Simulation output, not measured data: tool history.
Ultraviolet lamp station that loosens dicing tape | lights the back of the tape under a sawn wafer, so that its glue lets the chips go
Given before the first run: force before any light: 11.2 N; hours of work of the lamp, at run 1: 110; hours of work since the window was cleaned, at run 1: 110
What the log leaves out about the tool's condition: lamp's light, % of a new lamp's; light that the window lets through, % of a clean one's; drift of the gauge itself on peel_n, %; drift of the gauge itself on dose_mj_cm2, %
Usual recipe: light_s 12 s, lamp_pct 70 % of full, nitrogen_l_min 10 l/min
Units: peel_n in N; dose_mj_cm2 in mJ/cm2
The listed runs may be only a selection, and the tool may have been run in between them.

run,hour,light_s,lamp_pct,nitrogen_l_min,hours of work of the lamp,hours of work since the window was cleaned,peel_n,dose_mj_cm2
1,0.0,12,70,10,110,110,0.796,394
2,15.6,12,70,10,117,117,0.802,398
3,28.6,12,91,10,124,124,0.419,512
4,41.7,12,91,10,130,130,0.440,509
5,52.7,12,91,10,136,136,0.455,501
6,67.7,12,91,10,143,143,0.461,498
7,78.9,12,91,10,148,148,0.458,498
8,89.0,12,91,10,153,153,0.478,490
9,101.1,9,70,10,159,159,1.615,279
10,119.9,9,70,10,169,169,1.681,276
11,136.8,9,70,10,177,177,1.664,275
12,147.7,9,70,10,182,182,1.688,274
13,166.6,9,70,10,192,192,1.752,274
14,188.6,9,70,10,203,203,1.784,269
15,198.9,9,70,10,208,208,1.749,262
# hour 208.3: window cleaned of glue's vapour
16,210.2,9,70,10,213,1,2.116,241
17,225.8,12,70,10,221,9,1.311,320
18,239.7,7,70,10,228,15,3.129,182
19,256.2,12,70,14,236,24,1.095,310
20,272.1,12,70,10,244,31,1.400,302
21,287.7,12,70,10,251,39,1.354,298
22,306.2,12,70,10,260,48,1.509,300
23,317.3,21,80,16,266,54,0.233,595
# hour 327.3: window cleaned of glue's vapour, once more
24,340.3,6,67,16,277,6,2.555,185
25,352.6,7,73,12,283,12,1.988,234
26,365.1,16,70,10,289,19,0.423,509
27,375.0,16,70,10,294,24,0.449,509
28,388.4,22,70,10,301,30,0.218,688
29,411.2,22,70,10,312,41,0.230,682
30,427.4,22,68,18,320,49,0.187,657
31,450.0,9,62,10,331,61,2.177,239
32,464.1,9,62,10,338,67,2.215,242
33,481.9,9,62,10,347,76,2.153,239
34,503.1,9,62,10,357,87,2.187,230
35,515.2,12,62,4,363,93,2.204,311
36,538.7,12,100,4,375,104,0.936,489
37,558.5,9,68,10,385,114,2.007,245
38,570.2,9,68,6,390,120,2.560,243
39,583.8,9,68,6,397,127,2.604,247
40,604.8,19,61,9,408,137,0.603,449
41,623.5,12,69,10,417,146,1.244,322
42,638.8,15,81,4,424,154,1.072,465
43,658.7,6,90,9,434,164,2.741,207

Pick out some run-to-run changes in peel_n. Of each, how much would a tool without hidden state show as well, from the settings, what came in and chance, and how much is left for the hidden state and any gauge scatter not in both results compared?
Run 18 -> 19: light_s 7 -> 12, nitrogen_l_min 10 -> 14. peel_n -2.034 N: hidden state -0.669, all else -1.365.
Run 22 -> 23: light_s 12 -> 21, lamp_pct 70 -> 80, nitrogen_l_min 10 -> 16. peel_n -1.276 N: hidden state -0.818, all else -0.458.
Run 23 -> 24: light_s 21 -> 6, lamp_pct 80 -> 67, window cleaned of glue's vapour, once more. peel_n +2.322 N: hidden state +0.453, all else +1.869.
Run 39 -> 40: light_s 9 -> 19, lamp_pct 68 -> 61, nitrogen_l_min 6 -> 9. peel_n -2.001 N: hidden state -0.687, all else -1.314.
